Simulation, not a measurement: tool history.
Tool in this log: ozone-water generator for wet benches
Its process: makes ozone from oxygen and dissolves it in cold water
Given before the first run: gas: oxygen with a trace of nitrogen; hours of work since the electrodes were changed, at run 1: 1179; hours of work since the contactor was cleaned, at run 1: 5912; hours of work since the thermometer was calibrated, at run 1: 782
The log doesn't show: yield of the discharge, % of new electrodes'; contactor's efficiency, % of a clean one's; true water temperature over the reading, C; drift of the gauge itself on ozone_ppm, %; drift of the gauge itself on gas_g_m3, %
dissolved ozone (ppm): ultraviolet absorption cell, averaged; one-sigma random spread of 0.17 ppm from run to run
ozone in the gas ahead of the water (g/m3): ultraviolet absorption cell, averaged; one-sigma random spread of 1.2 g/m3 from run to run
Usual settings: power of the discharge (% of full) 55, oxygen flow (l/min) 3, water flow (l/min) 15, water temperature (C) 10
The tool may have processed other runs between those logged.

| run | hour | power of the discharge (% of full) | oxygen flow (l/min) | water flow (l/min) | water temperature (C) | hours of work since the electrodes were changed | hours of work since the contactor was cleaned | hours of work since the thermometer was calibrated | dissolved ozone (ppm) | ozone in the gas ahead of the water (g/m3) |
|---|---|---|---|---|---|---|---|---|---|---|
| 1 | 0 | 55 | 3 | 15 | 10 | 1179 | 5912 | 782 | 23.3 | 217.6 |
| 2 | 60.1 | 55 | 3 | 15 | 10 | 1230 | 5962 | 832 | 23.5 | 217.8 |
| 3 | 88.5 | 78 | 3 | 15 | 10 | 1254 | 5986 | 856 | 30.4 | 281.7 |
| 4 | 126 | 69 | 3 | 15 | 10 | 1285 | 6018 | 888 | 27.8 | 258.9 |
| 5 | 176.1 | 69 | 3 | 15 | 10 | 1327 | 6060 | 930 | 28.2 | 261.3 |
| 6 | 239 | 55 | 3 | 11 | 10 | 1380 | 6113 | 983 | 30.7 | 218.5 |
| 7 | 296.2 | 55 | 3 | 11 | 10 | 1428 | 6161 | 1031 | 30.7 | 216.4 |
| 8 | 345.7 | 44 | 3 | 15 | 10 | 1470 | 6203 | 1073 | 19.7 | 184.4 |
| 9 | 402.7 | 55 | 3 | 15 | 10 | 1518 | 6251 | 1121 | 23.4 | 216.9 |
| 10 | 463.3 | 55 | 3 | 15 | 10 | 1569 | 6302 | 1172 | 23.3 | 219.4 |
| 11 | 505.4 | 58 | 3 | 15 | 10 | 1604 | 6337 | 1207 | 24.3 | 227.5 |
| 12 | 533.3 | 58 | 3 | 15 | 5 | 1628 | 6360 | 1231 | 25.5 | 226.7 |
| 13 | 576.6 | 55 | 3 | 15 | 10 | 1664 | 6397 | 1267 | 23.5 | 218.8 |
|  | 615.5 | contactor cleaned |
| 14 | 628.8 | 55 | 3 | 15 | 17 | 1705 | 11 | 1308 | 21.7 | 217.7 |
| 15 | 661.6 | 55 | 3 | 15 | 17 | 1732 | 39 | 1335 | 21.8 | 218.1 |
| 16 | 718.8 | 55 | 3 | 15 | 17 | 1781 | 87 | 1383 | 21.7 | 217.8 |
| 17 | 779.4 | 55 | 1.72 | 15 | 10 | 1832 | 138 | 1434 | 22.1 | 307.2 |
| 18 | 811.7 | 55 | 2.6 | 15 | 8 | 1859 | 165 | 1462 | 23.6 | 239.9 |
| 19 | 870.3 | 82 | 1.82 | 12 | 10 | 1908 | 214 | 1511 | 37.7 | 403.6 |
| 20 | 931.1 | 82 | 1.82 | 16 | 10 | 1959 | 266 | 1562 | 28 | 403 |
| 21 | 977.3 | 62 | 1.82 | 16 | 10 | 1998 | 304 | 1601 | 22.8 | 325.6 |
| 22 | 1033.6 | 55 | 2.54 | 14 | 10 | 2045 | 352 | 1648 | 24.3 | 241.9 |
| 23 | 1085.8 | 72 | 1.67 | 12 | 12 | 2089 | 396 | 1692 | 33 | 386.1 |
| 24 | 1133.6 | 85 | 5.29 | 15 | 10 | 2130 | 436 | 1732 | 32.3 | 212.6 |
| 25 | 1165 | 78 | 3.39 | 15 | 17 | 2156 | 462 | 1759 | 28.3 | 261.9 |
| 26 | 1204.5 | 55 | 3 | 15 | 15 | 2189 | 496 | 1792 | 22.1 | 217.8 |
| 27 | 1238.8 | 71 | 3 | 15 | 6 | 2218 | 524 | 1821 | 29.6 | 260.9 |
| 28 | 1284 | 64 | 1.83 | 20 | 11 | 2256 | 562 | 1859 | 18.2 | 332.2 |
| 29 | 1326.8 | 47 | 3 | 15 | 16 | 2292 | 598 | 1895 | 19.4 | 193.9 |
| 30 | 1371.5 | 47 | 3 | 15 | 16 | 2330 | 636 | 1933 | 19.6 | 193.6 |
| 31 | 1427.2 | 47 | 3 | 15 | 16 | 2377 | 683 | 1979 | 19.1 | 193.8 |
| 32 | 1455.6 | 55 | 5.01 | 15 | 10 | 2401 | 707 | 2003 | 22.9 | 158.8 |

5 options for the next run, each taken on its own from the tool as it stands now. Forecast them:
| A | 1481.9 | 75 | 5.01 | 15 | 10 | 2423 | 729 | 2025 | ? | ? |
| B | 1481.9 | 43 | 3.09 | 15 | 14 | 2423 | 729 | 2025 | ? | ? |
| C | 1481.9 | 55 | 3 | 24 | 10 | 2423 | 729 | 2025 | ? | ? |
| D | 1481.9 | 55 | 2.74 | 15 | 10 | 2423 | 729 | 2025 | ? | ? |
| E | 1481.9 | 55 | 3.24 | 15 | 10 | 2423 | 729 | 2025 | ? | ? |

| run | dissolved ozone (ppm) | ozone in the gas ahead of the water (g/m3) |
|---|---|---|
| A | 28.8 | 198.2 |
| B | 18.6 | 178.9 |
| C | 14.5 | 217.1 |
| D | 23.6 | 231.3 |
| E | 23.4 | 208 |
Take away the tool's hidden state, keep each run's random variation, and the runs would have read:
| run | dissolved ozone (ppm) | ozone in the gas ahead of the water (g/m3) |
|---|---|---|
| A | 28.8 | 198.4 |
| B | 18.6 | 178.9 |
| C | 14.5 | 217.2 |
| D | 23.6 | 231.4 |
| E | 23.4 | 208.2 |

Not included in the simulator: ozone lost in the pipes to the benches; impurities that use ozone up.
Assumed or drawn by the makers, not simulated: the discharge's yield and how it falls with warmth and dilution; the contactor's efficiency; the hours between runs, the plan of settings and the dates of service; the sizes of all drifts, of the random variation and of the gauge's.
